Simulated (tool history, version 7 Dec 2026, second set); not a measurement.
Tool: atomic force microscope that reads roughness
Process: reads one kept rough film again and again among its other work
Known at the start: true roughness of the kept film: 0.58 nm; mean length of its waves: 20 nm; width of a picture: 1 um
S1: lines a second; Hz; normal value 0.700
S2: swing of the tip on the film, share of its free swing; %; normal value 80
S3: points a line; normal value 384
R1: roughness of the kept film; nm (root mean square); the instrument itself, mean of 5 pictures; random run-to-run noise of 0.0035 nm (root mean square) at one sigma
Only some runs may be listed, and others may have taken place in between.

Run 1, hour 0.0: usual settings. Result: R1 0.510 nm (root mean square).
Run 2, hour 28.2: usual settings. Result: R1 0.504 nm (root mean square).
At hour 47.2: new tip fitted.
Run 3, hour 48.8: usual settings. Result: R1 0.528 nm (root mean square).
Run 4, hour 90.9: usual settings. Result: R1 0.529 nm (root mean square).
Run 5, hour 119.4: usual settings. Result: R1 0.528 nm (root mean square).
Run 6, hour 153.1: usual settings but S1 1.603 Hz. Result: R1 0.496 nm (root mean square).
Run 7, hour 191.9: usual settings but S1 1.603 Hz. Result: R1 0.488 nm (root mean square).
Run 8, hour 234.6: usual settings but S3 495. Result: R1 0.511 nm (root mean square).
At hour 256.8: new tip fitted.
Run 9, hour 265.5: usual settings but S3 495. Result: R1 0.540 nm (root mean square).
Run 10, hour 294.6: usual settings but S3 495. Result: R1 0.542 nm (root mean square).
Run 11, hour 321.0: usual settings. Result: R1 0.529 nm (root mean square).
Run 12, hour 342.7: usual settings but S2 83 %. Result: R1 0.517 nm (root mean square).
Run 13, hour 384.6: usual settings but S1 2.529 Hz, S2 57 %, S3 304. Result: R1 0.515 nm (root mean square).
Run 14, hour 429.6: usual settings but S1 1.664 Hz, S3 965. Result: R1 0.497 nm (root mean square).
Run 15, hour 450.1: usual settings but S2 62 %, S3 768. Result: R1 0.531 nm (root mean square).
At hour 464.6: new tip fitted.
Run 16, hour 477.6: usual settings but S2 62 %, S3 768. Result: R1 0.558 nm (root mean square).
Run 17, hour 497.8: usual settings but S2 57 %. Result: R1 0.551 nm (root mean square).
Run 18, hour 527.7: usual settings but S1 1.210 Hz, S2 57 %, S3 345. Result: R1 0.535 nm (root mean square).
Run 19, hour 553.3: usual settings but S1 1.210 Hz, S2 57 %, S3 345. Result: R1 0.535 nm (root mean square).
Run 20, hour 597.1: usual settings but S1 0.532 Hz, S2 84 %, S3 982. Result: R1 0.524 nm (root mean square).
Run 21, hour 639.7: usual settings but S1 1.009 Hz, S3 270. Result: R1 0.494 nm (root mean square).
At hour 674.7: new tip fitted.
Run 22, hour 674.7: usual settings but S1 1.314 Hz, S2 87 %, S3 526. Result: R1 0.512 nm (root mean square).
Run 23, hour 701.9: usual settings but S1 2.973 Hz, S2 67 %, S3 358. Result: R1 0.506 nm (root mean square).
Run 24, hour 730.6: usual settings but S1 1.105 Hz, S2 62 %, S3 358. Result: R1 0.534 nm (root mean square).

Forecast each of these 4 alternatives for the next run:
Run A, hour 767.9: usual settings but S1 3.039 Hz. Result: R1 ?.
Run B, hour 767.9: usual settings but S1 0.816 Hz, S2 72 %, S3 546. Result: R1 ?.
Run C, hour 767.9: usual settings but S1 0.632 Hz, S2 58 %, S3 870. Result: R1 ?.
Run D, hour 767.9: usual settings but S1 2.771 Hz, S2 81 %, S3 958. Result: R1 ?.

run     R1
  A  0.466
  B  0.529
  C  0.543
  D  0.477
Had the tool no hidden state, the same runs would have come out as:
run     R1
  A  0.476
  B  0.540
  C  0.554
  D  0.486
